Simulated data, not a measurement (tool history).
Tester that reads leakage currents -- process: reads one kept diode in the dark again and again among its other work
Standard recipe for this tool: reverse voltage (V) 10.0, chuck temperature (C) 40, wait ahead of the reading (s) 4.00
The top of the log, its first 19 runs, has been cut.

run    hour  reverse voltage (V)  chuck temperature (C)  wait ahead of the reading (s)  current that the tester gives (pA)
     1713.8  -- chuck's temperature calibrated
 20  1780.0                  1.7                     33                           4.00                              169.37
 21  1863.1                  1.7                     33                           4.00                              168.06
 22  1986.3                 10.0                     40                           7.29                              797.70
 23  2044.7                  3.3                     34                           1.82                              268.90
     2072.7  -- probe card cleaned and baked, once more
 24  2134.3                  3.3                     34                           1.82                              264.38
 25  2221.2                  8.4                     52                           4.00                             1584.94
     2305.0  -- tester calibrated
 26  2305.0                  8.4                     52                           4.00                             1542.72
 27  2382.7                  6.3                     46                           5.34                              874.85
 28  2470.5                  1.1                     20                           2.90                               45.55
 29  2600.2                  1.1                     20                           2.90                               45.35
 30  2686.2                  1.1                     20                           2.90                               45.16
 31  2790.3                  1.1                     20                           2.90                               44.91
 32  2869.4                  2.2                     40                           5.82                              300.81
 33  3007.3                  2.2                     40                           5.82                              298.43
 34  3145.3                  3.4                     38                           6.94                              335.34
 35  3208.1                  3.4                     30                           6.94                              186.97
 36  3294.1                  3.4                     44                           0.51                              508.27
 37  3389.2                 10.0                     26                           0.41                              268.61

Forecast each of these 5 alternatives for the next run:
  A  3484.4                  9.4                     56                           0.87                                   ?
  B  3484.4                 10.0                     50                           0.41                                   ?
  C  3484.4                  3.1                     30                           4.00                                   ?
  D  3484.4                  2.3                     23                           1.09                                   ?
  E  3484.4                 18.2                     40                           2.36                                   ?

run  current that the tester gives (pA)
  A                             2038.00
  B                             1441.69
  C                              174.93
  D                               86.16
  E                             1047.01
Without the tool's unlogged condition, the same runs would have read:
run  current that the tester gives (pA)
  A                             2191.45
  B                             1553.85
  C                              190.36
  D                               93.97
  E                             1132.40

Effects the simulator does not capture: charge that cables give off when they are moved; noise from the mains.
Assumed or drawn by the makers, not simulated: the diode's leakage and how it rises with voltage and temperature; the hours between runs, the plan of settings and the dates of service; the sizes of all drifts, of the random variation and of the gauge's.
